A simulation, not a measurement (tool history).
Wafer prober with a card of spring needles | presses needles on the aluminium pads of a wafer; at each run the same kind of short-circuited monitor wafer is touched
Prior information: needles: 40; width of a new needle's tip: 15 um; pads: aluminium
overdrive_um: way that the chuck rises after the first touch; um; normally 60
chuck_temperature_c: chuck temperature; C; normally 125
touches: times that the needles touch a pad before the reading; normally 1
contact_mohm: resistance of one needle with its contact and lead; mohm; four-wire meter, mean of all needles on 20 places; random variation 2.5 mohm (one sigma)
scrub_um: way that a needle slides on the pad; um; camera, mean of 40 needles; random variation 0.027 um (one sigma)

{"run": 1, "hour": 0.0, "overdrive_um": 60, "chuck_temperature_c": 125, "touches": 1, "contact_mohm": 502, "scrub_um": 11.39}
{"run": 2, "hour": 75.7, "overdrive_um": 60, "chuck_temperature_c": 125, "touches": 1, "contact_mohm": 428, "scrub_um": 11.45}
{"run": 3, "hour": 162.2, "overdrive_um": 60, "chuck_temperature_c": 125, "touches": 1, "contact_mohm": 417, "scrub_um": 11.3}
{"run": 4, "hour": 228.5, "overdrive_um": 60, "chuck_temperature_c": 125, "touches": 1, "contact_mohm": 531, "scrub_um": 11.4}
{"run": 5, "hour": 318.7, "overdrive_um": 60, "chuck_temperature_c": 125, "touches": 1, "contact_mohm": 408, "scrub_um": 11.42}
{"run": 6, "hour": 378.4, "overdrive_um": 60, "chuck_temperature_c": 125, "touches": 1, "contact_mohm": 372, "scrub_um": 11.29}
{"run": 7, "hour": 452.3, "overdrive_um": 60, "chuck_temperature_c": 125, "touches": 1, "contact_mohm": 538, "scrub_um": 11.29}
{"run": 8, "hour": 497.9, "overdrive_um": 60, "chuck_temperature_c": 122, "touches": 1, "contact_mohm": 320, "scrub_um": 11.3}
{"run": 9, "hour": 584.2, "overdrive_um": 75, "chuck_temperature_c": 125, "touches": 1, "contact_mohm": 456, "scrub_um": 14.24}
{"run": 10, "hour": 644.1, "overdrive_um": 75, "chuck_temperature_c": 125, "touches": 1, "contact_mohm": 457, "scrub_um": 14.35}
{"run": 11, "hour": 690.9, "overdrive_um": 75, "chuck_temperature_c": 125, "touches": 1, "contact_mohm": 418, "scrub_um": 14.18}
{"run": 12, "hour": 758.3, "overdrive_um": 75, "chuck_temperature_c": 125, "touches": 1, "contact_mohm": 309, "scrub_um": 14.34}
{"run": 13, "hour": 815.5, "overdrive_um": 75, "chuck_temperature_c": 125, "touches": 1, "contact_mohm": 465, "scrub_um": 14.22}
{"run": 14, "hour": 893.3, "overdrive_um": 75, "chuck_temperature_c": 125, "touches": 1, "contact_mohm": 318, "scrub_um": 14.2}
{"run": 15, "hour": 995.8, "overdrive_um": 75, "chuck_temperature_c": 125, "touches": 1, "contact_mohm": 301, "scrub_um": 14.2}
{"run": 16, "hour": 1044.0, "overdrive_um": 66, "chuck_temperature_c": 125, "touches": 1, "contact_mohm": 366, "scrub_um": 12.69}
{"run": 17, "hour": 1085.3, "overdrive_um": 66, "chuck_temperature_c": 107, "touches": 2, "contact_mohm": 333, "scrub_um": 12.53}
{"run": 18, "hour": 1172.9, "overdrive_um": 66, "chuck_temperature_c": 107, "touches": 2, "contact_mohm": 337, "scrub_um": 12.6}
{"run": 19, "hour": 1221.8, "overdrive_um": 54, "chuck_temperature_c": 109, "touches": 2, "contact_mohm": 341, "scrub_um": 10.22}
{"run": 20, "hour": 1265.8, "overdrive_um": 48, "chuck_temperature_c": 109, "touches": 2, "contact_mohm": 337, "scrub_um": 9.18}

Between the runs listed above, the log contained 157 entries, not reproduced here. Where in the sequence does each belong, and how does what the log doesn't record of the tool's condition differ from the listed run before to the listed run after?
Logged between run 1 and run 2: tips cleaned on abrasive film (hour 3.7); tips cleaned on abrasive film (hour 12.9); tips cleaned on abrasive film (hour 22.1); tips cleaned on abrasive film (hour 31.3); tips cleaned on abrasive film (hour 38.6); tips cleaned on abrasive film (hour 47.8); tips cleaned on abrasive film (hour 57); tips cleaned on abrasive film (hour 64.4); height of the first contact set anew (hour 64.7); tips cleaned on abrasive film (hour 73.8)
  debris on the tips, nm: 154.2 -> 95.3; way that the needles fall short of the set height, um: 0.44 -> 0.09; tips' diameter, um: 24.85 -> 25.11
  the result without the hidden state subtracted from the measured one, contact_mohm: +215 -> +138 mohm; scrub_um: -0.09 -> -0.02 um
Logged between run 2 and run 3: tips cleaned on abrasive film (hour 81.3); tips cleaned on abrasive film (hour 88.6); tips cleaned on abrasive film (hour 97.8); tips cleaned on abrasive film (hour 107); tips cleaned on abrasive film (hour 114.4); tips cleaned on abrasive film (hour 123.5); tips cleaned on abrasive film (hour 132.7); tips cleaned on abrasive film (hour 141.9); tips cleaned on abrasive film (hour 151.1); tips cleaned on abrasive film (hour 160.3)
  debris on the tips, nm: 95.3 -> 84; way that the needles fall short of the set height, um: 0.09 -> 1.05; tips' diameter, um: 25.11 -> 25.45
  the result without the hidden state subtracted from the measured one, contact_mohm: +138 -> +130 mohm; scrub_um: -0.02 -> -0.21 um
Logged between run 3 and run 4: tips cleaned on abrasive film (hour 167.8); height of the first contact set anew (hour 173.5); tips cleaned on abrasive film (hour 177.2); tips cleaned on abrasive film (hour 184.6); tips cleaned on abrasive film (hour 193.8); tips cleaned on abrasive film (hour 203); tips cleaned on abrasive film (hour 212.1); tips cleaned on abrasive film (hour 221.3)
  debris on the tips, nm: 84 -> 170.6; way that the needles fall short of the set height, um: 1.05 -> 0.58; tips' diameter, um: 25.45 -> 25.67
  the result without the hidden state subtracted from the measured one, contact_mohm: +130 -> +250 mohm; scrub_um: -0.21 -> -0.12 um
Logged between run 4 and run 5: tips cleaned on abrasive film (hour 230.4); tips cleaned on abrasive film (hour 239.6); tips cleaned on abrasive film (hour 246.9); tips cleaned on abrasive film (hour 256.1); tips cleaned on abrasive film (hour 265.3); tips cleaned on abrasive film (hour 272.6); tips cleaned on abrasive film (hour 281.8); height of the first contact set anew (hour 282.1); tips cleaned on abrasive film (hour 291.3); tips cleaned on abrasive film (hour 298.7); tips cleaned on abrasive film (hour 307.8); tips cleaned on abrasive film (hour 317)
  debris on the tips, nm: 170.6 -> 75.6; way that the needles fall short of the set height, um: 0.58 -> 0.39; tips' diameter, um: 25.67 -> 26.03
  the result without the hidden state subtracted from the measured one, contact_mohm: +250 -> +121 mohm; scrub_um: -0.12 -> -0.07 um
Logged between run 5 and run 6: tips cleaned on abrasive film (hour 326); tips cleaned on abrasive film (hour 333.4); tips cleaned on abrasive film (hour 342.6); tips cleaned on abrasive film (hour 351.8); tips cleaned on abrasive film (hour 359.1); tips cleaned on abrasive film (hour 368.3); tips cleaned on abrasive film (hour 377.5)
  debris on the tips, nm: 75.6 -> 51.4; way that the needles fall short of the set height, um: 0.39 -> 1.03; tips' diameter, um: 26.03 -> 26.26
  the result without the hidden state subtracted from the measured one, contact_mohm: +121 -> +88 mohm; scrub_um: -0.07 -> -0.2 um
Logged between run 6 and run 7: tips cleaned on abrasive film (hour 385.7); height of the first contact set anew (hour 391.5); tips cleaned on abrasive film (hour 395.2); tips cleaned on abrasive film (hour 404.4); tips cleaned on abrasive film (hour 411.8); tips cleaned on abrasive film (hour 420.9); tips cleaned on abrasive film (hour 430.1); tips cleaned on abrasive film (hour 439.3); tips cleaned on abrasive film (hour 446.7)
  debris on the tips, nm: 51.4 -> 161.4; way that the needles fall short of the set height, um: 1.03 -> 0.72; tips' diameter, um: 26.26 -> 26.55
  the result without the hidden state subtracted from the measured one, contact_mohm: +88 -> +254 mohm; scrub_um: -0.2 -> -0.13 um
Logged between run 7 and run 8: tips cleaned on abrasive film (hour 454.3); tips cleaned on abrasive film (hour 463.4); tips cleaned on abrasive film (hour 472.6); tips cleaned on abrasive film (hour 481.8); tips cleaned on abrasive film (hour 489.2); tips cleaned on abrasive film (hour 497.9)
  debris on the tips, nm: 161.4 -> 15.1; way that the needles fall short of the set height, um: 0.72 -> 1.26; tips' diameter, um: 26.55 -> 26.74
  the result without the hidden state subtracted from the measured one, contact_mohm: +254 -> +37 mohm; scrub_um: -0.13 -> -0.24 um
Logged between run 8 and run 9: height of the first contact set anew (hour 500); tips cleaned on abrasive film (hour 507.4); tips cleaned on abrasive film (hour 514.7); tips cleaned on abrasive film (hour 523.9); tips cleaned on abrasive film (hour 533.1); tips cleaned on abrasive film (hour 542.3); tips cleaned on abrasive film (hour 549.7); tips cleaned on abrasive film (hour 558.8); tips cleaned on abrasive film (hour 568); tips cleaned on abrasive film (hour 577.2)
  debris on the tips, nm: 15.1 -> 161.5; way that the needles fall short of the set height, um: 1.26 -> 0.8; tips' diameter, um: 26.74 -> 27.02
  the result without the hidden state subtracted from the measured one, contact_mohm: +37 -> +173 mohm; scrub_um: -0.24 -> -0.15 um
Logged between run 9 and run 10: tips cleaned on abrasive film (hour 586.2); tips cleaned on abrasive film (hour 593.5); tips cleaned on abrasive film (hour 602.7); height of the first contact set anew (hour 608.5); tips cleaned on abrasive film (hour 612.2); tips cleaned on abrasive film (hour 621.4); tips cleaned on abrasive film (hour 628.7); tips cleaned on abrasive film (hour 637.9)
  debris on the tips, nm: 161.5 -> 167.3; way that the needles fall short of the set height, um: 0.8 -> 0.31; tips' diameter, um: 27.02 -> 27.24
  the result without the hidden state subtracted from the measured one, contact_mohm: +173 -> +177 mohm; scrub_um: -0.15 -> -0.06 um
Logged between run 10 and run 11: tips cleaned on abrasive film (hour 646); tips cleaned on abrasive film (hour 653.4); tips cleaned on abrasive film (hour 662.6); tips cleaned on abrasive film (hour 671.7); tips cleaned on abrasive film (hour 680.9); tips cleaned on abrasive film (hour 688.3)
  debris on the tips, nm: 167.3 -> 118; way that the needles fall short of the set height, um: 0.31 -> 0.9; tips' diameter, um: 27.24 -> 27.45
  the result without the hidden state subtracted from the measured one, contact_mohm: +177 -> +133 mohm; scrub_um: -0.06 -> -0.18 um
Logged between run 11 and run 12: tips cleaned on abrasive film (hour 696.5); tips cleaned on abrasive film (hour 705.7); tips cleaned on abrasive film (hour 714.8); height of the first contact set anew (hour 717); tips cleaned on abrasive film (hour 724.3); tips cleaned on abrasive film (hour 731.7); tips cleaned on abrasive film (hour 740.9); tips cleaned on abrasive film (hour 750); tips cleaned on abrasive film (hour 758.3)
  debris on the tips, nm: 118 -> 13.5; way that the needles fall short of the set height, um: 0.9 -> 0.39; tips' diameter, um: 27.45 -> 27.68
  the result without the hidden state subtracted from the measured one, contact_mohm: +133 -> +24 mohm; scrub_um: -0.18 -> -0.08 um
Logged between run 12 and run 13: tips cleaned on abrasive film (hour 767.5); tips cleaned on abrasive film (hour 776.6); tips cleaned on abrasive film (hour 784); tips cleaned on abrasive film (hour 793.2); tips cleaned on abrasive film (hour 802.4); tips cleaned on abrasive film (hour 809.7)
  debris on the tips, nm: 13.5 -> 164; way that the needles fall short of the set height, um: 0.39 -> 0.92; tips' diameter, um: 27.68 -> 27.87
  the result without the hidden state subtracted from the measured one, contact_mohm: +24 -> +184 mohm; scrub_um: -0.08 -> -0.18 um
Logged between run 13 and run 14: tips cleaned on abrasive film (hour 817.4); height of the first contact set anew (hour 825); tips cleaned on abrasive film (hour 826.9); tips cleaned on abrasive film (hour 836.1); tips cleaned on abrasive film (hour 845.3); tips cleaned on abrasive film (hour 852.6); tips cleaned on abrasive film (hour 860); tips cleaned on abrasive film (hour 869.2); tips cleaned on abrasive film (hour 876.5); tips cleaned on abrasive film (hour 885.7); tips cleaned on abrasive film (hour 893.1)
  debris on the tips, nm: 164 -> 21.3; way that the needles fall short of the set height, um: 0.92 -> 0.86; tips' diameter, um: 27.87 -> 28.21
  the result without the hidden state subtracted from the measured one, contact_mohm: +184 -> +34 mohm; scrub_um: -0.18 -> -0.17 um
Logged between run 14 and run 15: tips cleaned on abrasive film (hour 900.6); tips cleaned on abrasive film (hour 909.8); tips cleaned on abrasive film (hour 919); card fitted with new needles (hour 931); tips cleaned on abrasive film (hour 940.2); tips cleaned on abrasive film (hour 949.4); tips cleaned on abrasive film (hour 958.5); tips cleaned on abrasive film (hour 967.7); tips cleaned on abrasive film (hour 976.9); tips cleaned on abrasive film (hour 986.1); tips cleaned on abrasive film (hour 995.3)
  debris on the tips, nm: 21.3 -> 37.6; way that the needles fall short of the set height, um: 0.86 -> 0.61; tips' diameter, um: 28.21 -> 15.21
  the result without the hidden state subtracted from the measured one, contact_mohm: +34 -> +18 mohm; scrub_um: -0.17 -> -0.11 um
Logged between run 15 and run 16: tips cleaned on abrasive film (hour 1003.1); tips cleaned on abrasive film (hour 1012.3); tips cleaned on abrasive film (hour 1021.5); tips cleaned on abrasive film (hour 1030.7); tips cleaned on abrasive film (hour 1038); height of the first contact set anew (hour 1040.1)
  debris on the tips, nm: 37.6 -> 158.9; way that the needles fall short of the set height, um: 0.61 -> 0; tips' diameter, um: 15.21 -> 15.39
  the result without the hidden state subtracted from the measured one, contact_mohm: +18 -> +81 mohm; scrub_um: -0.11 -> +0 um
Logged between run 16 and run 17: tips cleaned on abrasive film (hour 1045.9); tips cleaned on abrasive film (hour 1053.2); tips cleaned on abrasive film (hour 1062.4); tips cleaned on abrasive film (hour 1069.8); tips cleaned on abrasive film (hour 1079)
  debris on the tips, nm: 158.9 -> 161.8; way that the needles fall short of the set height, um: 0 -> 0.45; tips' diameter, um: 15.39 -> 15.54
  the result without the hidden state subtracted from the measured one, contact_mohm: +81 -> +54 mohm; scrub_um: +0 -> -0.08 um
Logged between run 17 and run 18: tips cleaned on abrasive film (hour 1087.2); tips cleaned on abrasive film (hour 1096.4); tips cleaned on abrasive film (hour 1103.7); tips cleaned on abrasive film (hour 1112.9); tips cleaned on abrasive film (hour 1120.3); tips cleaned on abrasive film (hour 1129.5); tips cleaned on abrasive film (hour 1138.6); tips cleaned on abrasive film (hour 1147.8); height of the first contact set anew (hour 1149.9); tips cleaned on abrasive film (hour 1157.3); tips cleaned on abrasive film (hour 1166.5)
  debris on the tips, nm: 161.8 -> 166.3; way that the needles fall short of the set height, um: 0.45 -> 0.19; tips' diameter, um: 15.54 -> 15.89
  the result without the hidden state subtracted from the measured one, contact_mohm: +54 -> +56 mohm; scrub_um: -0.08 -> -0.03 um
Logged between run 18 and run 19: tips cleaned on abrasive film (hour 1174.8); tips cleaned on abrasive film (hour 1182.2); tips cleaned on abrasive film (hour 1191.3); tips cleaned on abrasive film (hour 1200.5); tips cleaned on abrasive film (hour 1209.7); tips cleaned on abrasive film (hour 1218.9)
  debris on the tips, nm: 166.3 -> 121.4; way that the needles fall short of the set height, um: 0.19 -> 0.74; tips' diameter, um: 15.89 -> 16.08
  the result without the hidden state subtracted from the measured one, contact_mohm: +56 -> +61 mohm; scrub_um: -0.03 -> -0.14 um
Logged between run 19 and run 20: tips cleaned on abrasive film (hour 1227.3); tips cleaned on abrasive film (hour 1236.5); tips cleaned on abrasive film (hour 1245.7); tips cleaned on abrasive film (hour 1254.8); height of the first contact set anew (hour 1258.8); tips cleaned on abrasive film (hour 1264.3)
  debris on the tips, nm: 121.4 -> 88.6; way that the needles fall short of the set height, um: 0.74 -> 0.09; tips' diameter, um: 16.08 -> 16.24
  the result without the hidden state subtracted from the measured one, contact_mohm: +61 -> +54 mohm; scrub_um: -0.14 -> -0.01 um
